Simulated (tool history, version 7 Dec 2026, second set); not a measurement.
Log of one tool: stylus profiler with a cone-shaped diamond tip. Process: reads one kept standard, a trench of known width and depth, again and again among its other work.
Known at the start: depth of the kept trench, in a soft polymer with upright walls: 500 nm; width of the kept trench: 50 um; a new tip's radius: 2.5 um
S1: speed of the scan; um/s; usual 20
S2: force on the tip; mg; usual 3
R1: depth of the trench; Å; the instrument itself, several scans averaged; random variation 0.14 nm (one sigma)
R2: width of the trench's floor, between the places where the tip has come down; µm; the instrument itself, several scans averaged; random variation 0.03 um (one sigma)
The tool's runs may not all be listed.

run,hour,S1,S2,R1,R2
1,0,20,3,5048.7,46.42
2,33,20,3,5052.5,46.53
3,49.4,20,2.43,5045.2,46.43
4,75.7,20,2.43,5044.6,46.42
5,97.2,20,2.43,5043.4,46.39
6,120.8,20,3,5050.5,46.36
7,156.8,20,3,5049,46.37
8,184.4,20,3,5051.4,46.29
9,219.7,20,3,5051.9,46.29
10,243,20,3,5052.5,46.27
11,279.5,20,3,5053.9,46.24
12,308.9,20,3,5051.5,46.2
13,330.1,20,3,5053.9,46.14
14,353.8,20,3,5054.8,46.14
15,386.2,20,3,5053.6,46.1
16,416.5,20,3,5054.6,46.09
17,451.2,20,3,5056.4,46.11
18,474.9,12,3,5054.4,46.04
19,514.3,12,3,5056,45.99
20,539.8,23,3,5057.6,46
21,574,23,3,5057.6,46.04
22,600.8,74,1.37,5040.7,45.8
23,627.2,74,1.01,5033,45.75
24,662.8,39,4.06,5068.4,45.81
25,686.4,10,3.28,5060.9,45.88
26,707.9,10,3.28,5060.3,45.84
27,745.7,20,1,5035.1,45.8
28,764.1,20,1,5037.4,45.72
29,782.1,77,7.92,5101.5,45.72
30,815.1,77,7.92,5099.9,45.72
31,850.4,77,7.92,5100.8,45.7
32,875.8,77,7.92,5098.4,45.7
33,911.7,77,7.92,5101.4,45.65
34,951.5,77,3.89,5072.9,45.53

Forecast each of these 4 alternatives for the next run:
A,990.2,73,3.89,?,?
B,990.2,9,4.38,?,?
C,990.2,75,3.3,?,?
D,990.2,20,3,?,?

run,R1,R2
A,5070,45.53
B,5073.5,45.61
C,5062.4,45.52
D,5063.6,45.59
Without the tool's hidden state the same runs would have given:
run,R1,R2
A,5052.5,46.9
B,5056,46.97
C,5044.9,46.88
D,5046.1,46.95
